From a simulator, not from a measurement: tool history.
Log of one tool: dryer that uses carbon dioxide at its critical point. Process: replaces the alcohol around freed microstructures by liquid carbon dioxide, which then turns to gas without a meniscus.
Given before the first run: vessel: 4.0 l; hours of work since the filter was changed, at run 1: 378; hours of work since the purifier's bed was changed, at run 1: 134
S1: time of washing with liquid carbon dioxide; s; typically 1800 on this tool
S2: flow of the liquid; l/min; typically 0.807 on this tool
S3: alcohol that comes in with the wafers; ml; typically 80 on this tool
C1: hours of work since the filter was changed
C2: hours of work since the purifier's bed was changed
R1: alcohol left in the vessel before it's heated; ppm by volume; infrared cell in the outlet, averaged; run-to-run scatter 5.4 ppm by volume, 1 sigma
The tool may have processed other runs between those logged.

| run | day | S1 | S2 | S3 | C1 | C2 | R1 |
|---|---|---|---|---|---|---|---|
| 1 | 0.000 | 1800 | 0.807 | 80 | 378 | 134 | 260 |
| 2 | 0.446 | 1800 | 0.807 | 54 | 382 | 138 | 186 |
| 3 | 0.729 | 1800 | 0.807 | 80 | 384 | 140 | 255 |
| 4 | 1.088 | 1800 | 0.807 | 80 | 386 | 142 | 251 |
| 5 | 1.575 | 1800 | 0.833 | 80 | 390 | 146 | 222 |
| 6 | 1.800 | 1800 | 0.807 | 54 | 392 | 148 | 181 |
| 7 | 2.062 | 1800 | 0.807 | 80 | 394 | 149 | 254 |
| 8 | 2.342 | 2400 | 0.807 | 80 | 396 | 152 | 85 |
| 9 | 2.729 | 1800 | 0.760 | 80 | 399 | 154 | 333 |
| 10 | 3.021 | 1800 | 0.580 | 80 | 401 | 157 | 884 |
| 11 | 3.317 | 1800 | 0.580 | 80 | 403 | 159 | 894 |
| 12 | 3.762 | 1800 | 0.807 | 80 | 406 | 162 | 266 |
| 13 | 4.204 | 1800 | 0.664 | 80 | 409 | 165 | 582 |
| 14 | 4.567 | 1800 | 1.355 | 80 | 412 | 168 | 41 |
| 15 | 4.875 | 1800 | 0.807 | 25 | 414 | 170 | 104 |
| 16 | 5.121 | 1800 | 0.807 | 80 | 416 | 172 | 273 |
|  | 5.433 | inlet filter changed |
| 17 | 5.579 | 1800 | 0.807 | 80 | 1 | 175 | 159 |
| 18 | 5.992 | 1800 | 0.950 | 80 | 4 | 178 | 82 |
| 19 | 6.367 | 1800 | 0.950 | 80 | 7 | 181 | 85 |
| 20 | 6.821 | 1800 | 0.950 | 80 | 10 | 184 | 84 |
| 21 | 7.283 | 1800 | 0.807 | 80 | 14 | 188 | 164 |
| 22 | 7.529 | 1800 | 0.807 | 80 | 15 | 189 | 156 |
| 23 | 7.904 | 1800 | 0.807 | 109 | 18 | 192 | 215 |
| 24 | 8.121 | 1620 | 0.807 | 80 | 20 | 194 | 260 |
| 25 | 8.562 | 1620 | 0.807 | 80 | 23 | 197 | 239 |
| 26 | 8.992 | 1560 | 0.979 | 110 | 26 | 200 | 171 |
| 27 | 9.212 | 1560 | 0.524 | 42 | 28 | 202 | 717 |
| 28 | 9.492 | 1500 | 0.524 | 42 | 30 | 204 | 787 |
| 29 | 9.954 | 1500 | 0.524 | 42 | 33 | 207 | 799 |
| 30 | 10.333 | 1500 | 0.524 | 42 | 36 | 210 | 777 |
| 31 | 10.762 | 1320 | 0.807 | 28 | 39 | 213 | 227 |
| 32 | 10.983 | 2820 | 1.165 | 26 | 41 | 215 | 39 |
| 33 | 11.425 | 2820 | 1.165 | 26 | 44 | 218 | 47 |
| 34 | 11.812 | 1140 | 0.897 | 80 | 47 | 221 | 621 |
| 35 | 12.321 | 1140 | 0.897 | 80 | 51 | 225 | 619 |
| 36 | 12.604 | 1140 | 0.897 | 80 | 53 | 227 | 626 |
| 37 | 12.988 | 1140 | 0.897 | 80 | 56 | 230 | 622 |
| 38 | 13.471 | 1200 | 0.807 | 80 | 59 | 233 | 748 |
| 39 | 13.788 | 1200 | 0.660 | 86 | 61 | 235 | 1500 |
| 40 | 14.058 | 2820 | 1.331 | 86 | 63 | 237 | 40 |
| 41 | 14.317 | 1980 | 0.961 | 112 | 65 | 239 | 85 |
| 42 | 14.646 | 1800 | 0.814 | 30 | 68 | 242 | 93 |
| 43 | 14.858 | 1800 | 1.014 | 29 | 69 | 243 | 47 |
| 44 | 15.196 | 1800 | 1.014 | 29 | 72 | 246 | 60 |
| 45 | 15.608 | 1800 | 1.280 | 46 | 75 | 249 | 42 |
| 46 | 16.000 | 1800 | 1.280 | 46 | 78 | 252 | 54 |
| 47 | 16.400 | 1740 | 1.014 | 80 | 81 | 255 | 92 |

Had the tool no unlogged condition, and each run kept its random variation, what would the results have been?
What the log doesn't record here: flow that reaches the vessel past the clogged filter, %; alcohol in the recycled carbon dioxide, ppm; drift of the gauge itself on alcohol_ppm, %.
| run | R1 |
|---|---|
| 1 | 134 |
| 2 | 92 |
| 3 | 130 |
| 4 | 125 |
| 5 | 104 |
| 6 | 84 |
| 7 | 122 |
| 8 | 30 |
| 9 | 173 |
| 10 | 553 |
| 11 | 556 |
| 12 | 126 |
| 13 | 334 |
| 14 | 8 |
| 15 | 40 |
| 16 | 131 |
| 17 | 129 |
| 18 | 52 |
| 19 | 54 |
| 20 | 52 |
| 21 | 130 |
| 22 | 121 |
| 23 | 177 |
| 24 | 221 |
| 25 | 198 |
| 26 | 131 |
| 27 | 665 |
| 28 | 734 |
| 29 | 743 |
| 30 | 720 |
| 31 | 183 |
| 32 | 3 |
| 33 | 9 |
| 34 | 554 |
| 35 | 550 |
| 36 | 554 |
| 37 | 550 |
| 38 | 668 |
| 39 | 1388 |
| 40 | 1 |
| 41 | 40 |
| 42 | 48 |
| 43 | 4 |
| 44 | 18 |
| 45 | 0 |
| 46 | 12 |
| 47 | 44 |
